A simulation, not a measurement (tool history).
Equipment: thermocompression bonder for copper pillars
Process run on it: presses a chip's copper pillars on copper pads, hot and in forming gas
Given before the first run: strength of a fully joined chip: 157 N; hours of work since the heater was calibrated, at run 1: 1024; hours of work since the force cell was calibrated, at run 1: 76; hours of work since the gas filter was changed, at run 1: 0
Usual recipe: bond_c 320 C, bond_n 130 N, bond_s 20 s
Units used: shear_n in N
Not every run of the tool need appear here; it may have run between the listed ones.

run	hour	bond_c	bond_n	bond_s	hours of work since the heater was calibrated	hours of work since the force cell was calibrated	hours of work since the gas filter was changed	shear_n
1	0.0	320	130	20	1024	76	0	73.9
2	71.8	320	130	20	1073	125	49	74.0
3	129.6	320	130	20	1112	164	88	72.9
4	199.6	320	130	20	1160	212	136	73.9
5	275.8	320	130	20	1212	264	188	72.9
6	348.6	320	130	16	1262	313	238	66.9
7	397.3	320	130	20	1295	347	271	73.2
8	440.0	320	130	20	1324	376	300	72.3
9	473.5	320	130	20	1347	398	323	72.4
10	506.6	320	133	20	1369	421	345	74.0
# hour 526.9: forming gas filter changed
11	538.7	320	133	20	1391	442	8	74.1
12	612.3	320	133	20	1441	493	58	73.9
13	654.7	320	133	20	1470	522	87	73.4
# hour 675.2: heater calibrated with a thermocouple chip
14	690.3	320	130	20	10	544	110	72.4
15	738.8	320	130	20	43	578	143	72.1
16	812.0	320	130	20	93	627	193	71.9
17	865.3	337	130	20	130	664	229	82.3
18	898.9	337	130	20	152	687	252	83.1
19	954.9	320	130	20	191	725	290	70.9
20	1016.0	320	130	20	232	767	332	72.1
# hour 1056.4: forming gas filter changed
21	1057.1	314	130	16	260	794	0	62.9
22	1128.5	312	152	23	309	843	49	80.0
# hour 1162.8: gauge calibrated
23	1182.0	320	88	20	345	879	86	51.4
24	1246.2	320	88	20	389	923	129	51.2
25	1294.1	320	88	20	421	956	162	51.0
26	1333.1	327	86	24	448	982	189	57.2
27	1374.5	327	86	24	476	1011	217	57.1
28	1447.6	322	114	17	526	1060	267	62.5
29	1519.2	323	108	11	575	1109	315	50.0
# hour 1584.6: forming gas filter changed
30	1593.0	323	108	11	625	1159	6	49.9
31	1663.9	324	108	24	673	1207	54	68.0
32	1729.4	334	122	17	718	1252	99	72.9
33	1790.5	300	84	20	759	1294	140	38.2
34	1830.3	300	84	20	787	1321	167	38.3
35	1872.5	300	84	20	815	1350	196	38.4
36	1938.0	290	183	13	860	1394	241	62.6
37	2003.4	290	183	13	905	1439	285	63.1
38	2075.7	333	130	37	954	1488	335	96.1

Run 39 comes next. What will it give?
# hour 2113.0: forming gas filter changed
39	2148.7	333	130	37	1003	1538	24	?

For run 39 the tool returned shear_n 97.1 N.
Had the tool carried no hidden state, the very same run would have given shear_n 99.9 N.
